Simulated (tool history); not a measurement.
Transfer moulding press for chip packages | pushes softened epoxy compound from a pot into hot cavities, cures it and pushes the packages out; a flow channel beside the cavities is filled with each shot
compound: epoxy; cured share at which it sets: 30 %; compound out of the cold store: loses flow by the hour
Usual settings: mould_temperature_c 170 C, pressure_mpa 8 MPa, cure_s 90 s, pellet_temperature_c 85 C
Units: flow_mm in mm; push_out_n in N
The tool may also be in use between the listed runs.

| run | day | mould_temperature_c | pressure_mpa | cure_s | pellet_temperature_c | incoming compound's hours out of the cold store | flow_mm | push_out_n |
|---|---|---|---|---|---|---|---|---|
| 1 | 0 | 170 | 8 | 90 | 85 | 25.9 | 856 | 513 |
| 2 | 0.775 | 170 | 9.23 | 90 | 85 | 21.6 | 942 | 535 |
| 3 | 1.208 | 170 | 9.23 | 90 | 85 | 48 | 829 | 510 |
|  | 1.683 | plunger's sealing rings changed |
| 4 | 2.058 | 170 | 8 | 90 | 85 | 13.4 | 916 | 563 |
| 5 | 2.7 | 170 | 8 | 90 | 85 | 30.8 | 836 | 529 |
|  | 3.217 | cavities cleaned with cleaning compound and waxed |
| 6 | 3.404 | 170 | 8 | 90 | 85 | 12.5 | 920 | 525 |
| 7 | 3.838 | 170 | 8 | 90 | 85 | 47.2 | 773 | 510 |
| 8 | 4.229 | 170 | 9.5 | 90 | 85 | 24.5 | 943 | 546 |
| 9 | 5.117 | 170 | 9.86 | 90 | 85 | 43.5 | 876 | 504 |
| 10 | 5.921 | 174 | 9.86 | 90 | 85 | 37 | 891 | 431 |
| 11 | 6.392 | 170 | 8 | 90 | 85 | 39 | 806 | 516 |
|  | 6.496 | cavities cleaned with cleaning compound and waxed |
| 12 | 7.325 | 170 | 8 | 90 | 85 | 9.2 | 938 | 555 |
| 13 | 8.183 | 170 | 8 | 90 | 85 | 15.6 | 905 | 552 |
| 14 | 8.9 | 170 | 8 | 90 | 85 | 41.1 | 797 | 489 |
| 15 | 9.371 | 168 | 8 | 90 | 85 | 41.5 | 799 | 571 |
|  | 9.746 | cavities cleaned with cleaning compound and waxed |
| 16 | 10.333 | 168 | 8 | 90 | 85 | 37.3 | 818 | 564 |
| 17 | 10.767 | 178 | 7.44 | 109 | 87 | 30.5 | 792 | 366 |
| 18 | 11.55 | 178 | 7.44 | 109 | 87 | 21.8 | 829 | 378 |
| 19 | 12.179 | 178 | 7.44 | 109 | 87 | 24 | 817 | 382 |
| 20 | 12.754 | 173 | 8.3 | 90 | 81 | 12 | 931 | 466 |
|  | 13.05 | cavities cleaned with cleaning compound and waxed |
| 21 | 13.267 | 170 | 8 | 78 | 76 | 14 | 911 | 735 |
| 22 | 13.654 | 170 | 8 | 78 | 76 | 18.1 | 895 | 748 |
| 23 | 14.283 | 168 | 8 | 75 | 77 | 8.1 | 947 | 971 |
| 24 | 14.658 | 168 | 8 | 75 | 77 | 45.2 | 787 | 870 |
|  | 14.862 | plunger's sealing rings changed |
| 25 | 15.462 | 168 | 8 | 75 | 77 | 26.6 | 864 | 895 |
| 26 | 16.092 | 163 | 8.66 | 108 | 93 | 43.8 | 834 | 546 |
|  | 16.417 | cavities cleaned with cleaning compound and waxed |
| 27 | 16.558 | 176 | 8 | 116 | 85 | 25.3 | 848 | 373 |
| 28 | 17.112 | 170 | 6.06 | 101 | 81 | 46.6 | 675 | 436 |
| 29 | 17.55 | 170 | 6.23 | 86 | 89 | 8.9 | 825 | 572 |

4 ways to go on from here, each from the tool as it stands after run 29. What would each give?
| A | 17.979 | 170 | 8 | 90 | 81 | 35 | ? | ? |
| B | 17.979 | 166 | 6.23 | 86 | 94 | 14.3 | ? | ? |
| C | 17.979 | 175 | 7.48 | 86 | 80 | 38.1 | ? | ? |
| D | 17.979 | 169 | 6.23 | 123 | 93 | 13.9 | ? | ? |

| run | flow_mm | push_out_n |
|---|---|---|
| A | 819 | 515 |
| B | 813 | 787 |
| C | 770 | 450 |
| D | 808 | 393 |
Without the tool's hidden state the same runs would have given:
| run | flow_mm | push_out_n |
|---|---|---|
| A | 819 | 509 |
| B | 813 | 778 |
| C | 770 | 446 |
| D | 808 | 389 |
